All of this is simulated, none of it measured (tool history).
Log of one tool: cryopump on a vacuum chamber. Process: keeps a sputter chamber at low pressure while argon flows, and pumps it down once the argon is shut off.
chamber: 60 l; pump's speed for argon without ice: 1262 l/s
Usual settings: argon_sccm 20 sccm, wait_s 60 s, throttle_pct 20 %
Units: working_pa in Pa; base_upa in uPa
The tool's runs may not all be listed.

| run | hour | argon_sccm | wait_s | throttle_pct | working_pa | base_upa |
|---|---|---|---|---|---|---|
| 1 | 0 | 20 | 60 | 20 | 0.1348 | 2.39 |
| 2 | 17 | 20 | 60 | 20 | 0.135 | 2.39 |
| 3 | 32.7 | 20 | 60 | 20 | 0.1358 | 2.46 |
| 4 | 42.6 | 20 | 60 | 20 | 0.1362 | 2.49 |
| 5 | 57 | 20 | 60 | 20 | 0.1346 | 2.53 |
| 6 | 67.9 | 20 | 60 | 20 | 0.1347 | 2.43 |
| 7 | 85.2 | 20 | 60 | 32 | 0.0849 | 2.54 |
| 8 | 94.2 | 20 | 60 | 32 | 0.0865 | 2.52 |
| 9 | 106 | 20 | 60 | 57 | 0.0495 | 2.45 |
| 10 | 117.3 | 20 | 60 | 57 | 0.0491 | 2.61 |
| 11 | 132.1 | 20 | 60 | 20 | 0.1352 | 2.57 |
| 12 | 139.3 | 20 | 60 | 20 | 0.1354 | 2.49 |
| 13 | 154.4 | 20 | 60 | 20 | 0.1353 | 2.59 |
| 14 | 167.6 | 20 | 60 | 20 | 0.1353 | 2.61 |
| 15 | 184.2 | 13 | 60 | 20 | 0.0888 | 2.72 |
| 16 | 194.8 | 20 | 60 | 20 | 0.1367 | 2.67 |
| 17 | 208.4 | 20 | 60 | 20 | 0.1359 | 2.72 |
| 18 | 221 | 20 | 60 | 48 | 0.0583 | 2.71 |
| 19 | 238.4 | 23 | 26 | 56 | 0.0582 | 4.19 |
| 20 | 248.2 | 20 | 27 | 55 | 0.0518 | 4.13 |
| 21 | 257.1 | 20 | 87 | 53 | 0.0538 | 2.32 |
| 22 | 266.8 | 20 | 153 | 20 | 0.1363 | 2.1 |
| 23 | 280.8 | 20 | 39 | 20 | 0.1368 | 3.27 |
| 24 | 292.5 | 20 | 39 | 20 | 0.138 | 3.4 |
| 25 | 300 | 8 | 53 | 46 | 0.0239 | 3.08 |
| 26 | 309.6 | 14 | 63 | 46 | 0.0427 | 2.78 |
| 27 | 318.5 | 14 | 32 | 16 | 0.1193 | 3.9 |
| 28 | 334.8 | 14 | 32 | 16 | 0.1189 | 3.82 |
| 29 | 349.6 | 14 | 32 | 16 | 0.1195 | 3.93 |
| 30 | 357.9 | 11 | 60 | 36 | 0.0428 | 2.83 |
| 31 | 365.2 | 20 | 73 | 20 | 0.1377 | 2.67 |
| 32 | 374.2 | 36 | 43 | 46 | 0.1108 | 3.42 |
| 33 | 388.1 | 36 | 43 | 20 | 0.2473 | 3.29 |
| 34 | 395.6 | 11 | 31 | 51 | 0.0313 | 3.96 |

Some steps in working_pa between neighbouring runs. How much of each would the tool show without its hidden state too (settings, what came in, random variation), and how much is left for the hidden state, with any gauge scatter that isn't in both results?
The hidden state here: pump's speed, % of a pump's without ice; cold plate's temperature, K; leak into the chamber, uPa l/s; drift of the gauge itself on working_pa, %; drift of the gauge itself on base_upa, %.
Run 24 -> 25: argon_sccm 20 -> 8, wait_s 39 -> 53, throttle_pct 20 -> 46. working_pa -0.1141 Pa: hidden state -0.0017, all else -0.1124.
Run 31 -> 32: argon_sccm 20 -> 36, wait_s 73 -> 43, throttle_pct 20 -> 46. working_pa -0.0269 Pa: hidden state +0.0028, all else -0.0297.
Run 32 -> 33: throttle_pct 46 -> 20. working_pa +0.1365 Pa: hidden state +0.0001, all else +0.1364.
Run 33 -> 34: argon_sccm 36 -> 11, wait_s 43 -> 31, throttle_pct 20 -> 51. working_pa -0.216 Pa: hidden state -0.0043, all else -0.2117.
